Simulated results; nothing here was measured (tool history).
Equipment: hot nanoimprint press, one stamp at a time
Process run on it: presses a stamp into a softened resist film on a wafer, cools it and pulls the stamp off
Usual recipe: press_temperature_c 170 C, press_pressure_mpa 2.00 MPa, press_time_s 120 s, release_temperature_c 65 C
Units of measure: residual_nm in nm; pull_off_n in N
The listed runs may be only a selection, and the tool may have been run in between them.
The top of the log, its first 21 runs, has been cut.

{"run": 22, "day": 30.754, "press_temperature_c": 158, "press_pressure_mpa": 2.3, "press_time_s": 134, "release_temperature_c": 53, "residual_nm": 125.9, "pull_off_n": 340}
{"run": 23, "day": 31.717, "press_temperature_c": 171, "press_pressure_mpa": 2.3, "press_time_s": 134, "release_temperature_c": 58, "residual_nm": 65.6, "pull_off_n": 305}
{"run": 24, "day": 33.033, "press_temperature_c": 171, "press_pressure_mpa": 2.3, "press_time_s": 134, "release_temperature_c": 58, "residual_nm": 67.8, "pull_off_n": 327}
{"run": 25, "day": 34.008, "press_temperature_c": 179, "press_pressure_mpa": 2.3, "press_time_s": 134, "release_temperature_c": 58, "residual_nm": 45.4, "pull_off_n": 330}
{"run": 26, "day": 35.383, "press_temperature_c": 179, "press_pressure_mpa": 2.3, "press_time_s": 77, "release_temperature_c": 58, "residual_nm": 55.7, "pull_off_n": 332}
{"run": 27, "day": 36.8, "press_temperature_c": 179, "press_pressure_mpa": 2.3, "press_time_s": 77, "release_temperature_c": 54, "residual_nm": 55.3, "pull_off_n": 380}
{"day": 37.333, "done": "plate thermocouple calibrated"}
{"run": 28, "day": 38.658, "press_temperature_c": 170, "press_pressure_mpa": 3.12, "press_time_s": 104, "release_temperature_c": 73, "residual_nm": 58.1, "pull_off_n": 269}
{"run": 29, "day": 39.988, "press_temperature_c": 168, "press_pressure_mpa": 2.0, "press_time_s": 120, "release_temperature_c": 65, "residual_nm": 78.5, "pull_off_n": 316}
{"day": 41.142, "done": "stamp cleaned and given a new release coat"}
{"run": 30, "day": 41.521, "press_temperature_c": 170, "press_pressure_mpa": 2.21, "press_time_s": 120, "release_temperature_c": 66, "residual_nm": 67.6, "pull_off_n": 211}

3 options for the next run, each taken on its own from the tool as it stands now. Forecast them:
{"day": 42.442, "done": "press's hydraulic seals changed and the load cell set to zero"}
{"run": "A", "day": 42.854, "press_temperature_c": 175, "press_pressure_mpa": 2.0, "press_time_s": 120, "release_temperature_c": 65, "residual_nm": "?", "pull_off_n": "?"}
{"day": 42.442, "done": "press's hydraulic seals changed and the load cell set to zero"}
{"run": "B", "day": 42.854, "press_temperature_c": 171, "press_pressure_mpa": 2.21, "press_time_s": 120, "release_temperature_c": 66, "residual_nm": "?", "pull_off_n": "?"}
{"day": 42.442, "done": "press's hydraulic seals changed and the load cell set to zero"}
{"run": "C", "day": 42.854, "press_temperature_c": 173, "press_pressure_mpa": 2.0, "press_time_s": 133, "release_temperature_c": 65, "residual_nm": "?", "pull_off_n": "?"}

run=A residual_nm=54.8 pull_off_n=221
run=B residual_nm=63.1 pull_off_n=210
run=C residual_nm=58.7 pull_off_n=215
Take away the tool's hidden state, keep each run's random variation, and the runs would have read:
run=A residual_nm=54.7 pull_off_n=215
run=B residual_nm=63.0 pull_off_n=205
run=C residual_nm=58.6 pull_off_n=209
